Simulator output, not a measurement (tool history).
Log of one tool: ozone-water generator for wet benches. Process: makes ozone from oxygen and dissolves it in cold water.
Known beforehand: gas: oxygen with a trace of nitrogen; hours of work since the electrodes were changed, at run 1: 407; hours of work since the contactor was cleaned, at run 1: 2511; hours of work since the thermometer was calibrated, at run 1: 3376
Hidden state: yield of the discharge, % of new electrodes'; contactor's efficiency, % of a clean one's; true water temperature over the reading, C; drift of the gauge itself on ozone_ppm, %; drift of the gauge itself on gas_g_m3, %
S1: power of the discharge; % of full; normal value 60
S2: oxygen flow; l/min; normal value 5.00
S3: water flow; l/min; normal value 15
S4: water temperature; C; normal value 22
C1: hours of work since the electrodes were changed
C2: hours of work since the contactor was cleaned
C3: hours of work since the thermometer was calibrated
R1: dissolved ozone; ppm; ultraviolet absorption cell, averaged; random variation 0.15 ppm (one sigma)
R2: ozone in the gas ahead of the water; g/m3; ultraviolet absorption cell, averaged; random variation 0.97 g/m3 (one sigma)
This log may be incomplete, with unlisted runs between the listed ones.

run   hour  S1    S2  S3  S4   C1    C2    C3    R1     R2
  1    0.0  60  5.00  15  22  407  2511  3376  16.7  162.5
  2   24.4  60  5.00  15  22  422  2526  3391  17.3  160.3
  3   52.9  60  5.00  15  22  440  2545  3409  17.3  161.8
  4   83.7  60  7.33  15  22  460  2564  3429  15.5  124.2
  5  109.9  60  7.33  15  22  476  2581  3446  15.2  125.7
  6  124.9  60  7.33  15  22  486  2590  3455  15.3  126.4
  7  141.3  60  7.33  15  22  496  2601  3466  15.1  124.9
  8  159.1  60  5.00  15  22  508  2612  3477  16.9  163.1
  9  178.4  60  5.00  15  22  520  2625  3489  16.9  163.1
 10  202.0  60  5.00  15  22  535  2640  3504  17.0  161.7
 11  215.8  60  5.00  15  22  544  2648  3513  17.1  159.8
 12  233.5  60  5.00  15  22  555  2660  3524  16.9  163.0
 13  251.0  60  5.00  15  22  566  2671  3536  17.0  163.7
 14  267.0  60  5.00  15  26  577  2681  3546  15.6  161.5
 15  300.8  60  5.00  15  22  598  2702  3567  17.0  161.4
 16  326.1  60  5.00  15  22  614  2718  3583  16.8  161.2
 17  342.6  43  6.81  12  22  625  2729  3594  14.9  108.5
 18  356.7  63  6.81  16  22  634  2738  3603  15.1  132.8
 19  374.8  60  5.00  15  22  645  2749  3614  16.8  159.3
 20  401.4  60  5.00  15  23  662  2766  3631  16.5  160.3
 21  424.9  60  5.00  15  23  677  2781  3646  16.7  161.4
     438.1  -- contactor cleaned
 22  450.7  60  5.00  15  23  691     8  3660  15.8  158.5
 23  481.6  60  4.12  15  26  711    28  3680  15.7  182.5
 24  514.8  60  4.12  15  26  732    49  3701  15.9  186.3
 25  533.2  60  5.00  17  22  743    61  3713  14.6  159.7
 26  563.8  60  5.00  17  22  763    80  3732  14.8  160.0
 27  580.9  60  5.00  17  22  774    91  3743  14.6  161.6
 28  598.3  60  5.00  17  22  785   102  3754  14.8  161.4
 29  622.6  60  4.98  15  18  800   117  3770  17.1  159.9
 30  637.0  60  3.38  15  22  809   127  3779  17.1  209.9
     646.3  -- contactor cleaned, once more
 31  667.2  60  3.38  15  22  826    13  3795  18.9  208.3
 32  694.0  60  3.38  10  17  843    30  3813  27.8  209.5

Take each entry between the runs: how does the hidden state at the last listed run before it differ from the hidden state at the first listed run after it?
Runs 21 to 22: contactor cleaned (hour 438.1)
  contactor's efficiency, % of a clean one's: 90.3 -> 83.6
  what was measured, less what the result would be without the hidden state, R1: -1.5 -> -2.2 ppm; R2: -4.7 -> -4.7 g/m3
Runs 30 to 31: contactor cleaned, once more (hour 646.3)
  yield of the discharge, % of new electrodes': 96.4 -> 96.3; contactor's efficiency, % of a clean one's: 83.2 -> 98.4
  what was measured, less what the result would be without the hidden state, R1: -2.5 -> -1.0 ppm; R2: -7.1 -> -7.3 g/m3
